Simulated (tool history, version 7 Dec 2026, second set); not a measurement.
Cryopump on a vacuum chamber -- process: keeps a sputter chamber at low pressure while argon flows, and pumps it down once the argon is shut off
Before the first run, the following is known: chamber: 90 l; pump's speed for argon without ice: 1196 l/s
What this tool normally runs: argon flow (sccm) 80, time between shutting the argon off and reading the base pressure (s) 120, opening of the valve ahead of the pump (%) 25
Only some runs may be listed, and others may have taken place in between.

run   hour  argon flow (sccm)  time between shutting the argon off and reading the base pressure (s)  opening of the valve ahead of the pump (%)  pressure while argon flows (Pa)  pressure after the wait (uPa)
  1    0.0                 80                                                                    120                                          25                           0.4642                           2.23
  2   29.0                 80                                                                    120                                          25                           0.4623                           2.24
  3   49.4                 80                                                                     27                                          25                           0.4619                           3.19
  4   65.2                 34                                                                    120                                          25                           0.1968                           2.26
  5   86.6                 80                                                                    120                                          38                           0.3099                           2.31
  6  119.2                 80                                                                    120                                          38                           0.3100                           2.35
  7  143.3                 80                                                                    111                                          38                           0.3122                           2.43
  8  161.4                 80                                                                    111                                          38                           0.3126                           2.45
  9  198.8                 80                                                                    120                                          22                           0.5268                           2.57
 10  235.8                 80                                                                    120                                          25                           0.4659                           2.59
 11  265.8                 80                                                                    120                                          27                           0.4345                           2.59
 12  285.6                 80                                                                    120                                          27                           0.4368                           2.60
 13  321.8                 80                                                                    120                                          27                           0.4336                           2.76
 14  340.4                 80                                                                    129                                          25                           0.4673                           2.71
 15  364.3                 80                                                                    120                                          25                           0.4692                           2.77
 16  395.6                 80                                                                    120                                          25                           0.4720                           2.88
 17  416.1                 80                                                                    120                                          25                           0.4715                           2.86
 18  446.8                 43                                                                     29                                          33                           0.1942                           3.83
 19  463.7                 43                                                                     86                                          53                           0.1241                           3.00
 20  493.9                 49                                                                     53                                          24                           0.2995                           3.40
     508.7  -- leaking fittings of the chamber tightened, without venting
 21  518.3                 49                                                                     53                                          24                           0.3010                           0.94
     546.8  -- pump warmed up, emptied and cooled again
 22  558.6                116                                                                    122                                          28                           0.5886                           0.60
 23  578.7                116                                                                    122                                          31                           0.5315                           0.61
 24  612.1                116                                                                    122                                          31                           0.5325                           0.67
 25  644.4                 80                                                                    120                                          58                           0.1986                           0.66
 26  675.8                 36                                                                    120                                          19                           0.2693                           0.72
 27  702.6                 73                                                                     56                                          17                           0.6109                           1.07
 28  735.4                 35                                                                     26                                          53                           0.0954                           1.86
 29  760.6                 35                                                                     26                                          53                           0.0957                           1.75
 30  780.4                 35                                                                     26                                          53                           0.0954                           1.81
 31  802.0                 35                                                                     26                                          53                           0.0945                           1.85
 32  835.2                 97                                                                     85                                          22                           0.6296                           1.09
 33  867.1                 58                                                                     21                                          29                           0.2868                           2.29

Alternative continuations, all from the tool just after run 33; predict every row:
  A  905.3                150                                                                    120                                          25                                ?                              ?
  B  905.3                 80                                                                    164                                          42                                ?                              ?
  C  905.3                 79                                                                     99                                          30                                ?                              ?

run  pressure while argon flows (Pa)  pressure after the wait (uPa)
  A                           0.8587                           1.10
  B                           0.2748                           1.00
  C                           0.3794                           1.14
Without the tool's unlogged condition, the same runs would have read:
run  pressure while argon flows (Pa)  pressure after the wait (uPa)
  A                           0.8468                           0.54
  B                           0.2685                           0.42
  C                           0.3731                           0.57

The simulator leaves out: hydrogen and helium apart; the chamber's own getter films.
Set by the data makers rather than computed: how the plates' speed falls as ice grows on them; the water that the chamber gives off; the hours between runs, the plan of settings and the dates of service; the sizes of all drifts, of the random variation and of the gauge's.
